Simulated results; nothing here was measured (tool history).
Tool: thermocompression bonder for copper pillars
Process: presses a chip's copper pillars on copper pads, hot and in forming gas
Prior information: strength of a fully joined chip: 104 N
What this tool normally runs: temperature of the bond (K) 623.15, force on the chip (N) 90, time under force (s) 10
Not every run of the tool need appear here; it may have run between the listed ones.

| run | day | temperature of the bond (K) | force on the chip (N) | time under force (s) | force that shears a chip off (N) |
|---|---|---|---|---|---|
| 1 | 0 | 623.15 | 90 | 10 | 45.9 |
| 2 | 0.496 | 623.15 | 90 | 10 | 45.6 |
| 3 | 1.075 | 644.15 | 90 | 10 | 57.3 |
| 4 | 1.492 | 623.15 | 90 | 10 | 45.8 |
| 5 | 2.092 | 623.15 | 90 | 10 | 45.7 |
| 6 | 2.533 | 623.15 | 90 | 10 | 45.4 |
| 7 | 2.896 | 623.15 | 90 | 10 | 45 |
| 8 | 3.183 | 623.15 | 90 | 10 | 45 |
| 9 | 3.675 | 623.15 | 90 | 11 | 46.1 |
| 10 | 4.025 | 623.15 | 90 | 11 | 47.7 |
| 11 | 4.338 | 623.15 | 90 | 11 | 46.1 |
| 12 | 4.712 | 623.15 | 90 | 11 | 45.9 |
| 13 | 5.021 | 623.15 | 90 | 11 | 46.5 |
| 14 | 5.358 | 623.15 | 90 | 11 | 47.3 |
| 15 | 5.762 | 610.15 | 59 | 14 | 30 |
| 16 | 6.192 | 623.15 | 131 | 10 | 59.1 |
| 17 | 6.45 | 610.15 | 79 | 5 | 24.3 |
| 18 | 6.804 | 610.15 | 79 | 5 | 25.8 |
| 19 | 7.058 | 611.15 | 122 | 16 | 58.1 |
| 20 | 7.604 | 622.15 | 56 | 14 | 32.8 |
| 21 | 8.042 | 622.15 | 56 | 14 | 34.3 |
| 22 | 8.642 | 622.15 | 56 | 14 | 33 |
| 23 | 9.175 | 619.15 | 128 | 11 | 59.2 |
| 24 | 9.604 | 623.15 | 90 | 8 | 40.8 |

Expected results for the next run?
| 25 | 10.096 | 614.15 | 72 | 7 | ? |

Run 25 measured force that shears a chip off (N) 28.4.
With the hidden condition absent and the run-to-run variation left alone, this run would have shown force that shears a chip off (N) 31.3.
